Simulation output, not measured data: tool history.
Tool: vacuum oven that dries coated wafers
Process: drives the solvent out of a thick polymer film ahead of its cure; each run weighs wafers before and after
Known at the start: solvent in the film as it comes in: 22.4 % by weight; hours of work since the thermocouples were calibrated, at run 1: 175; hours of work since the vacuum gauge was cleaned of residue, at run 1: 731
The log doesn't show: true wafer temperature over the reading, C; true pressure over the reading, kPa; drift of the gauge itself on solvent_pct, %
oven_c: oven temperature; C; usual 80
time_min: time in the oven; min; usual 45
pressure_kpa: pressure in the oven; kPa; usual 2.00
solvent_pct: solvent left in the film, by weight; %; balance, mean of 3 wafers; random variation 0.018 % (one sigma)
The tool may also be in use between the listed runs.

run	day	oven_c	time_min	pressure_kpa	hours of work since the thermocouples were calibrated	hours of work since the vacuum gauge was cleaned of residue	solvent_pct
1	0.000	80	45	2.00	175	731	1.88
2	1.471	80	45	2.00	192	747	1.89
3	2.196	80	45	2.00	200	755	1.89
4	3.108	80	45	2.00	210	766	1.89
5	4.212	80	45	2.00	222	778	1.89
6	5.621	80	45	2.00	238	794	1.87
7	6.288	80	45	2.00	245	801	1.88
8	7.196	80	45	2.00	256	811	1.89
9	8.412	80	45	2.00	269	825	1.83
10	9.775	80	45	2.00	284	840	1.90
11	10.583	80	52	2.00	294	849	1.54
12	11.908	80	52	2.00	308	864	1.53
13	12.825	80	45	2.00	319	874	1.88
14	13.962	80	45	7.44	331	887	4.00
15	15.346	80	45	2.50	347	902	2.05
16	16.788	80	45	2.50	363	918	2.05
17	17.646	80	45	2.50	372	928	2.07
18	18.396	80	45	2.44	381	937	2.03
19	19.329	80	45	2.44	391	947	2.00
20	20.150	82	45	2.00	400	956	1.54
21	20.838	82	45	2.00	408	964	1.54
22	22.338	82	45	2.00	425	981	1.56
23	23.196	80	45	2.00	435	990	1.83
24	24.054	80	45	1.12	444	1000	1.52
25	25.592	80	45	1.12	461	1017	1.51
26	26.242	81	45	4.74	469	1024	2.68
27	27.212	80	38	5.55	479	1035	3.74
28	27.954	80	38	5.55	488	1043	3.72
29	29.338	80	38	5.55	503	1059	3.70
30	30.079	80	35	5.55	512	1067	4.02
31	31.371	80	35	2.03	526	1082	2.67
32	32.962	80	35	2.03	544	1099	2.66
33	34.358	80	35	2.03	559	1115	2.65
34	35.833	90	27	3.57	576	1132	2.02
35	37.021	73	45	1.30	589	1145	2.98
36	38.358	80	76	4.56	604	1160	2.09
37	39.362	80	76	4.56	615	1171	2.12
38	40.862	80	61	1.40	632	1188	1.02
39	42.079	80	61	1.40	646	1201	1.01
40	42.962	89	54	2.00	656	1211	0.75
41	43.638	89	54	2.00	663	1219	0.74
42	44.346	89	54	2.00	671	1227	0.73
43	45.117	79	34	6.26	680	1235	4.58
44	46.092	71	43	1.60	691	1246	3.84
45	47.088	70	39	4.29	702	1257	6.10
46	48.167	70	39	4.29	714	1269	6.06
47	49.146	70	45	2.00	725	1280	4.15
48	50.158	70	45	2.00	736	1292	4.13

3 ways to go on from here, each from the tool as it stands after run 48. What would each give?
A	50.992	69	74	2.00	745	1301	?
B	50.992	65	24	2.44	745	1301	?
C	50.992	70	29	2.00	745	1301	?

run	solvent_pct
A	2.48
B	9.80
C	6.62
Without the tool's hidden state the same runs would have given:
run	solvent_pct
A	2.50
B	10.08
C	6.90
